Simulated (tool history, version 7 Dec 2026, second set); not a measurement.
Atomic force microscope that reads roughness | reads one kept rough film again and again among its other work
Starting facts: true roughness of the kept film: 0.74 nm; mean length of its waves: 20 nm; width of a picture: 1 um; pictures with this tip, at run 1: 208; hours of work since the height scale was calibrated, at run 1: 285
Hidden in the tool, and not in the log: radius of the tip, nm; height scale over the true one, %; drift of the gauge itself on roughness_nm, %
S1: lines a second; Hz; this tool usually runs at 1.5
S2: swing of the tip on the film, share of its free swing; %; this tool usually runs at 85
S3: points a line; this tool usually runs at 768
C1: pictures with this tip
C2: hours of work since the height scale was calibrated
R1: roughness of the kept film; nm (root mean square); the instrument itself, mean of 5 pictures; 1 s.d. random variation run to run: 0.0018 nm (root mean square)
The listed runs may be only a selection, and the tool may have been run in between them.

{"run": 1, "day": 0.0, "S1": 1.5, "S2": 85, "S3": 768, "C1": 208, "C2": 285, "R1": 0.648}
{"run": 2, "day": 0.912, "S1": 1.5, "S2": 85, "S3": 768, "C1": 235, "C2": 296, "R1": 0.644}
{"run": 3, "day": 1.875, "S1": 1.5, "S2": 85, "S3": 768, "C1": 263, "C2": 309, "R1": 0.644}
{"run": 4, "day": 2.929, "S1": 1.5, "S2": 85, "S3": 768, "C1": 294, "C2": 322, "R1": 0.647}
{"run": 5, "day": 3.679, "S1": 1.5, "S2": 85, "S3": 768, "C1": 316, "C2": 331, "R1": 0.648}
{"run": 6, "day": 4.288, "S1": 1.5, "S2": 85, "S3": 768, "C1": 334, "C2": 339, "R1": 0.645}
{"run": 7, "day": 5.133, "S1": 1.5, "S2": 85, "S3": 768, "C1": 359, "C2": 350, "R1": 0.648}
{"day": 6.204, "done": "new tip fitted"}
{"run": 8, "day": 6.3, "S1": 1.5, "S2": 85, "S3": 768, "C1": 2, "C2": 364, "R1": 0.648}
{"run": 9, "day": 7.504, "S1": 1.5, "S2": 85, "S3": 768, "C1": 38, "C2": 380, "R1": 0.649}
{"run": 10, "day": 8.512, "S1": 1.5, "S2": 85, "S3": 768, "C1": 67, "C2": 393, "R1": 0.647}
{"run": 11, "day": 9.192, "S1": 1.5, "S2": 85, "S3": 266, "C1": 87, "C2": 401, "R1": 0.628}
{"run": 12, "day": 10.283, "S1": 1.5, "S2": 85, "S3": 266, "C1": 119, "C2": 415, "R1": 0.626}
{"run": 13, "day": 10.954, "S1": 1.22, "S2": 85, "S3": 768, "C1": 139, "C2": 424, "R1": 0.659}
{"run": 14, "day": 11.804, "S1": 1.5, "S2": 85, "S3": 768, "C1": 164, "C2": 434, "R1": 0.645}
{"run": 15, "day": 12.738, "S1": 1.5, "S2": 85, "S3": 768, "C1": 191, "C2": 446, "R1": 0.648}
{"run": 16, "day": 13.942, "S1": 1.5, "S2": 85, "S3": 768, "C1": 227, "C2": 461, "R1": 0.646}
{"run": 17, "day": 15.167, "S1": 1.5, "S2": 85, "S3": 768, "C1": 263, "C2": 477, "R1": 0.647}
{"run": 18, "day": 15.829, "S1": 1.5, "S2": 85, "S3": 768, "C1": 282, "C2": 485, "R1": 0.647}
{"run": 19, "day": 16.567, "S1": 1.5, "S2": 85, "S3": 768, "C1": 304, "C2": 495, "R1": 0.647}
{"run": 20, "day": 17.775, "S1": 1.63, "S2": 84, "S3": 286, "C1": 339, "C2": 510, "R1": 0.623}
{"run": 21, "day": 18.508, "S1": 1.63, "S2": 84, "S3": 286, "C1": 361, "C2": 519, "R1": 0.627}
{"day": 19.517, "done": "new tip fitted"}
{"run": 22, "day": 19.754, "S1": 0.75, "S2": 89, "S3": 768, "C1": 7, "C2": 535, "R1": 0.671}
{"run": 23, "day": 20.358, "S1": 0.74, "S2": 85, "S3": 998, "C1": 25, "C2": 543, "R1": 0.683}
{"run": 24, "day": 21.621, "S1": 1.55, "S2": 85, "S3": 768, "C1": 62, "C2": 559, "R1": 0.646}
{"run": 25, "day": 22.704, "S1": 1.77, "S2": 85, "S3": 768, "C1": 94, "C2": 572, "R1": 0.637}
{"run": 26, "day": 23.454, "S1": 1.77, "S2": 85, "S3": 768, "C1": 116, "C2": 582, "R1": 0.637}
{"run": 27, "day": 24.183, "S1": 1.77, "S2": 85, "S3": 768, "C1": 137, "C2": 591, "R1": 0.635}
{"run": 28, "day": 25.329, "S1": 1.34, "S2": 62, "S3": 943, "C1": 171, "C2": 606, "R1": 0.697}
{"run": 29, "day": 26.246, "S1": 1.34, "S2": 62, "S3": 943, "C1": 197, "C2": 617, "R1": 0.695}
{"run": 30, "day": 27.388, "S1": 3.22, "S2": 63, "S3": 593, "C1": 231, "C2": 632, "R1": 0.667}
{"run": 31, "day": 28.196, "S1": 3.22, "S2": 63, "S3": 593, "C1": 255, "C2": 642, "R1": 0.666}
{"run": 32, "day": 29.025, "S1": 0.67, "S2": 55, "S3": 593, "C1": 279, "C2": 652, "R1": 0.705}
{"run": 33, "day": 29.75, "S1": 1.95, "S2": 55, "S3": 309, "C1": 300, "C2": 662, "R1": 0.68}

Describe how what the log doesn't record of the tool's condition differs between the last listed run preceding each entry between runs and the first listed run following it.
In the gap between runs 7 and 8: new tip fitted (day 6.204)
  radius of the tip, nm: 5.2 -> 5
In the gap between runs 21 and 22: new tip fitted (day 19.517)
  radius of the tip, nm: 5.2 -> 5
